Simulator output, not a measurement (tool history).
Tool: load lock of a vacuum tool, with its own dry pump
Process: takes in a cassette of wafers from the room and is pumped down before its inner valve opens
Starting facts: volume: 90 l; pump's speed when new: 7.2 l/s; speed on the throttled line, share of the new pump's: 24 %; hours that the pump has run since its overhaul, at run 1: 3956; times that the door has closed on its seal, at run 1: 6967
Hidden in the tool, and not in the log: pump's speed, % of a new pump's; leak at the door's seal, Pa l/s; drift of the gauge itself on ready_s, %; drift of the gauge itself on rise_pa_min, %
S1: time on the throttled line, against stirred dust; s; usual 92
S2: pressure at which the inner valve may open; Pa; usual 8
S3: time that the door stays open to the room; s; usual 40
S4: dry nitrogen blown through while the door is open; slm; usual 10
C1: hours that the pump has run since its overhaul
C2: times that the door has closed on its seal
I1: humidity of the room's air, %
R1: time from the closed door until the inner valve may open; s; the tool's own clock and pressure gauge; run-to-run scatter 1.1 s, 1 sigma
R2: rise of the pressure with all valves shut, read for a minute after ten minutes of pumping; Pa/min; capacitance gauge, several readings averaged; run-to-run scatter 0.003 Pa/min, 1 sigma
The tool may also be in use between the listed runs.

{"run": 1, "hour": 0.0, "S1": 92, "S2": 8, "S3": 40, "S4": 10, "C1": 3956, "C2": 6967, "I1": 45.7, "R1": 190.9, "R2": 0.045}
{"run": 2, "hour": 177.6, "S1": 92, "S2": 13, "S3": 40, "S4": 10, "C1": 4133, "C2": 7496, "I1": 51.3, "R1": 184.1, "R2": 0.05}
{"run": 3, "hour": 322.7, "S1": 92, "S2": 7, "S3": 40, "S4": 10, "C1": 4279, "C2": 7928, "I1": 45.9, "R1": 193, "R2": 0.047}
{"run": 4, "hour": 553.1, "S1": 92, "S2": 12, "S3": 40, "S4": 10, "C1": 4509, "C2": 8615, "I1": 46.2, "R1": 185.9, "R2": 0.054}
{"run": 5, "hour": 738.9, "S1": 92, "S2": 12, "S3": 40, "S4": 10, "C1": 4695, "C2": 9169, "I1": 44.6, "R1": 186.1, "R2": 0.052}
{"run": 6, "hour": 876.5, "S1": 92, "S2": 8, "S3": 40, "S4": 10, "C1": 4832, "C2": 9579, "I1": 47.5, "R1": 193.1, "R2": 0.055}
{"run": 7, "hour": 1028.5, "S1": 92, "S2": 8, "S3": 30, "S4": 10, "C1": 4984, "C2": 10032, "I1": 44.1, "R1": 193.8, "R2": 0.057}
{"run": 8, "hour": 1289.0, "S1": 92, "S2": 8, "S3": 166, "S4": 10, "C1": 5245, "C2": 10808, "I1": 46.8, "R1": 193.4, "R2": 0.088}
{"run": 9, "hour": 1440.8, "S1": 92, "S2": 8, "S3": 166, "S4": 10, "C1": 5397, "C2": 11261, "I1": 45.6, "R1": 193.1, "R2": 0.092}
{"run": 10, "hour": 1636.7, "S1": 92, "S2": 8, "S3": 166, "S4": 10, "C1": 5593, "C2": 11845, "I1": 45.8, "R1": 193.8, "R2": 0.097}
{"run": 11, "hour": 1842.7, "S1": 92, "S2": 8, "S3": 111, "S4": 10, "C1": 5798, "C2": 12458, "I1": 48.2, "R1": 191.1, "R2": 0.088}
{"run": 12, "hour": 2032.6, "S1": 92, "S2": 8, "S3": 40, "S4": 10, "C1": 5988, "C2": 13025, "I1": 46.8, "R1": 193, "R2": 0.076}
{"run": 13, "hour": 2304.5, "S1": 92, "S2": 8, "S3": 40, "S4": 10, "C1": 6260, "C2": 13835, "I1": 42.1, "R1": 191.9, "R2": 0.079}
{"run": 14, "hour": 2520.2, "S1": 92, "S2": 8, "S3": 40, "S4": 7, "C1": 6476, "C2": 14478, "I1": 42.7, "R1": 191.8, "R2": 0.085}
{"run": 15, "hour": 2706.7, "S1": 92, "S2": 8, "S3": 40, "S4": 7, "C1": 6662, "C2": 15033, "I1": 45.3, "R1": 192.6, "R2": 0.092}
{"run": 16, "hour": 3007.6, "S1": 92, "S2": 8, "S3": 40, "S4": 7, "C1": 6963, "C2": 15930, "I1": 44.2, "R1": 191.7, "R2": 0.096}
{"run": 17, "hour": 3202.3, "S1": 92, "S2": 8, "S3": 40, "S4": 7, "C1": 7158, "C2": 16511, "I1": 45.3, "R1": 193.6, "R2": 0.101}
{"run": 18, "hour": 3505.5, "S1": 92, "S2": 8, "S3": 40, "S4": 7, "C1": 7461, "C2": 17414, "I1": 45.3, "R1": 196.8, "R2": 0.107}
{"run": 19, "hour": 3663.0, "S1": 92, "S2": 7, "S3": 49, "S4": 14, "C1": 7619, "C2": 17884, "I1": 43.6, "R1": 196, "R2": 0.107}

Run 20 has not been measured yet. What should we expect?
{"run": 20, "hour": 3935.2, "S1": 140, "S2": 7, "S3": 49, "S4": 5, "C1": 7891, "C2": 18695, "I1": 44, "R1": "?", "R2": "?"}

{"run 20": {"R1": 230.9, "R2": 0.117}}
Without the tool's hidden state the same run would have given R1 226.3 s, R2 0.021 Pa/min.
